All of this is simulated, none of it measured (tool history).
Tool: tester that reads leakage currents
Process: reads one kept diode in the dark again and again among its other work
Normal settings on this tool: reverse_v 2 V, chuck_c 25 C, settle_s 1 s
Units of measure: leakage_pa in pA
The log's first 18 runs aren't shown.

| run | hour | reverse_v | chuck_c | settle_s | hours of work since the probe card was cleaned | hours of work since the tester was calibrated | hours of work since the chuck was calibrated | leakage_pa |
|---|---|---|---|---|---|---|---|---|
| 19 | 1443.7 | 2 | 23 | 1 | 263 | 941 | 1822 | 38.3 |
| 20 | 1495.6 | 2 | 23 | 1 | 286 | 964 | 1845 | 38.24 |
| 21 | 1582.3 | 1.05 | 25 | 5.74 | 324 | 1003 | 1884 | 35.61 |
| 22 | 1661.2 | 1.05 | 49 | 3.32 | 359 | 1037 | 1919 | 179.08 |
|  | 1763.4 | chuck's temperature calibrated |
| 23 | 1772.2 | 12.58 | 41 | 6.74 | 407 | 1086 | 4 | 216.58 |
| 24 | 1838.2 | 2 | 25 | 0.87 | 436 | 1115 | 33 | 40.34 |
| 25 | 1900.2 | 8.3 | 41 | 1 | 464 | 1142 | 60 | 192.39 |
| 26 | 2004.3 | 4.5 | 27 | 1 | 510 | 1188 | 106 | 61.53 |
| 27 | 2115.2 | 4.5 | 34 | 1.11 | 559 | 1237 | 155 | 99.18 |
| 28 | 2197.4 | 11.16 | 54 | 0.82 | 595 | 1274 | 192 | 481.55 |
| 29 | 2285.2 | 11.16 | 54 | 0.82 | 634 | 1312 | 231 | 483.87 |
| 30 | 2399.9 | 2 | 45 | 1 | 685 | 1363 | 281 | 158.39 |
| 31 | 2466.3 | 2 | 57 | 1 | 714 | 1392 | 311 | 336.3 |
| 32 | 2572.1 | 3.05 | 35 | 1 | 761 | 1439 | 357 | 95.16 |
| 33 | 2636 | 7.82 | 34 | 2.17 | 789 | 1467 | 386 | 122.2 |
| 34 | 2745.9 | 1.63 | 42 | 2.17 | 838 | 1516 | 434 | 123.13 |
| 35 | 2819.2 | 1.63 | 42 | 2.17 | 870 | 1548 | 467 | 123.57 |
| 36 | 2929.6 | 1.63 | 42 | 2.17 | 919 | 1597 | 515 | 124.25 |
| 37 | 3033.8 | 1.35 | 29 | 5.58 | 965 | 1643 | 562 | 48.62 |
| 38 | 3123.5 | 6.18 | 40 | 1 | 1005 | 1683 | 601 | 170.5 |
| 39 | 3171.2 | 2 | 21 | 0.58 | 1026 | 1704 | 622 | 32.35 |

Predict each of these 5 candidate next runs independently; none follows another, all start after run 39:
| A | 3228.5 | 1.29 | 46 | 0.87 | 1051 | 1729 | 648 | ? |
| B | 3228.5 | 2 | 36 | 0.58 | 1051 | 1729 | 648 | ? |
| C | 3228.5 | 10.65 | 21 | 6.29 | 1051 | 1729 | 648 | ? |
| D | 3228.5 | 2 | 51 | 0.58 | 1051 | 1729 | 648 | ? |
| E | 3228.5 | 1.25 | 39 | 0.31 | 1051 | 1729 | 648 | ? |

| run | leakage_pa |
|---|---|
| A | 150.37 |
| B | 90.52 |
| C | 59.45 |
| D | 237.62 |
| E | 95.2 |
Without the tool's hidden state the same runs would have given:
| run | leakage_pa |
|---|---|
| A | 144.26 |
| B | 85.71 |
| C | 49.16 |
| D | 228.33 |
| E | 90.86 |
